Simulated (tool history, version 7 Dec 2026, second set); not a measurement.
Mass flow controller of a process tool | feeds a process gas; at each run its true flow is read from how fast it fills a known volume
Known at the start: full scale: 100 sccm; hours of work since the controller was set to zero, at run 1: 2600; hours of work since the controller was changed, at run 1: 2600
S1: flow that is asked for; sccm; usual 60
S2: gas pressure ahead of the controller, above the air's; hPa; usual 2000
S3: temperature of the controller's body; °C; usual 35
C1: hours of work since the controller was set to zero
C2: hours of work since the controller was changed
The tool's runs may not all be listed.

{"run": 1, "day": 0.0, "S1": 60, "S2": 2000, "S3": 35, "C1": 2600, "C2": 2600, "true flow (%)": 100.01}
{"run": 2, "day": 8.8, "S1": 60, "S2": 2000, "S3": 35, "C1": 2721, "C2": 2721, "true flow (%)": 99.97}
{"run": 3, "day": 18.921, "S1": 60, "S2": 2000, "S3": 35, "C1": 2860, "C2": 2860, "true flow (%)": 100.06}
{"run": 4, "day": 27.462, "S1": 60, "S2": 2000, "S3": 35, "C1": 2977, "C2": 2977, "true flow (%)": 100.07}
{"run": 5, "day": 42.496, "S1": 60, "S2": 2000, "S3": 35, "C1": 3184, "C2": 3184, "true flow (%)": 100.3}
{"run": 6, "day": 57.342, "S1": 60, "S2": 1550, "S3": 35, "C1": 3387, "C2": 3387, "true flow (%)": 100.14}
{"run": 7, "day": 65.288, "S1": 60, "S2": 1550, "S3": 35, "C1": 3497, "C2": 3497, "true flow (%)": 100.16}
{"run": 8, "day": 76.392, "S1": 60, "S2": 2000, "S3": 35, "C1": 3649, "C2": 3649, "true flow (%)": 100.52}
{"run": 9, "day": 89.696, "S1": 60, "S2": 2000, "S3": 35, "C1": 3832, "C2": 3832, "true flow (%)": 100.61}
{"run": 10, "day": 102.838, "S1": 60, "S2": 2000, "S3": 35, "C1": 4012, "C2": 4012, "true flow (%)": 100.76}
{"run": 11, "day": 116.575, "S1": 60, "S2": 2000, "S3": 35, "C1": 4201, "C2": 4201, "true flow (%)": 100.79}
{"run": 12, "day": 123.488, "S1": 77, "S2": 1650, "S3": 33, "C1": 4296, "C2": 4296, "true flow (%)": 101.36}
{"run": 13, "day": 136.217, "S1": 77, "S2": 2190, "S3": 36, "C1": 4471, "C2": 4471, "true flow (%)": 101.46}
{"run": 14, "day": 143.058, "S1": 77, "S2": 2190, "S3": 36, "C1": 4565, "C2": 4565, "true flow (%)": 101.65}
{"run": 15, "day": 156.846, "S1": 60, "S2": 2330, "S3": 36, "C1": 4754, "C2": 4754, "true flow (%)": 101.15}
{"run": 16, "day": 171.317, "S1": 45, "S2": 1430, "S3": 28, "C1": 4953, "C2": 4953, "true flow (%)": 100.84}
{"run": 17, "day": 180.312, "S1": 27, "S2": 2160, "S3": 35, "C1": 5076, "C2": 5076, "true flow (%)": 99.78}
{"run": 18, "day": 188.829, "S1": 22, "S2": 2080, "S3": 35, "C1": 5193, "C2": 5193, "true flow (%)": 99.46}
{"run": 19, "day": 200.042, "S1": 66, "S2": 2080, "S3": 33, "C1": 5347, "C2": 5347, "true flow (%)": 101.85}

Forecast each of these 5 alternatives for the next run:
{"run": "A", "day": 211.283, "S1": 21, "S2": 2080, "S3": 31, "C1": 5502, "C2": 5502, "true flow (%)": "?"}
{"run": "B", "day": 211.283, "S1": 70, "S2": 2080, "S3": 31, "C1": 5502, "C2": 5502, "true flow (%)": "?"}
{"run": "C", "day": 211.283, "S1": 66, "S2": 2080, "S3": 39, "C1": 5502, "C2": 5502, "true flow (%)": "?"}
{"run": "D", "day": 211.283, "S1": 25, "S2": 1430, "S3": 39, "C1": 5502, "C2": 5502, "true flow (%)": "?"}
{"run": "E", "day": 211.283, "S1": 85, "S2": 2080, "S3": 33, "C1": 5502, "C2": 5502, "true flow (%)": "?"}

run=A true_flow_(%)=99.67
run=B true_flow_(%)=102.22
run=C true_flow_(%)=101.61
run=D true_flow_(%)=99.36
run=E true_flow_(%)=102.61
Without the tool's hidden state the same runs would have given:
run=A true_flow_(%)=97.65
run=B true_flow_(%)=98.93
run=C true_flow_(%)=98.36
run=D true_flow_(%)=97.05
run=E true_flow_(%)=99.22

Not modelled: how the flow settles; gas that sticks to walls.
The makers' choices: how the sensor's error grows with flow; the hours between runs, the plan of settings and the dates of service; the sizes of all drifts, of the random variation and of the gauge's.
